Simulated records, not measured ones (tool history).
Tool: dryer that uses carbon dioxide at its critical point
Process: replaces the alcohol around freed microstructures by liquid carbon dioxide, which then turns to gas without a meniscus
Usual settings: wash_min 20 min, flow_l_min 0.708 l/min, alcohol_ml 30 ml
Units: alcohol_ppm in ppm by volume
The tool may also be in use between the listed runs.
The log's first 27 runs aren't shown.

run	hour	wash_min	flow_l_min	alcohol_ml	hours of work since the filter was changed	hours of work since the purifier's bed was changed	alcohol_ppm
28	317.6	26	0.946	28	106	378	52
29	327.6	26	0.946	28	113	384	58
30	340.0	26	0.946	28	121	392	59
31	352.2	27	0.825	29	129	400	60
32	366.2	25	0.825	39	138	409	72
33	380.7	20	1.084	56	147	419	72
34	391.6	20	1.084	56	154	426	68
35	398.8	20	1.084	56	159	430	65
36	411.2	20	0.440	106	167	438	1906
37	424.4	20	0.440	106	176	447	1933
38	435.0	28	0.708	30	182	454	81
39	450.4	22	0.589	26	192	464	165
40	462.2	14	0.589	26	200	471	674
41	476.0	13	0.540	98	209	480	3663
42	493.2	13	0.540	34	220	491	1306
43	509.6	18	1.062	53	231	502	113
44	525.7	18	1.062	53	241	513	111
45	535.2	13	1.062	61	247	519	303
46	542.2	27	0.452	71	252	523	484
47	551.2	14	1.093	71	258	529	240

4 ways to go on from here, each from the tool as it stands after run 47. What would each give?
A	564.7	14	0.810	52	266	538	?
B	564.7	23	0.836	41	266	538	?
C	564.7	14	1.093	41	266	538	?
D	564.7	18	1.161	31	266	538	?

run	alcohol_ppm
A	559
B	96
C	159
D	89
Without the tool's hidden state the same runs would have given:
run	alcohol_ppm
A	285
B	10
C	35
D	10

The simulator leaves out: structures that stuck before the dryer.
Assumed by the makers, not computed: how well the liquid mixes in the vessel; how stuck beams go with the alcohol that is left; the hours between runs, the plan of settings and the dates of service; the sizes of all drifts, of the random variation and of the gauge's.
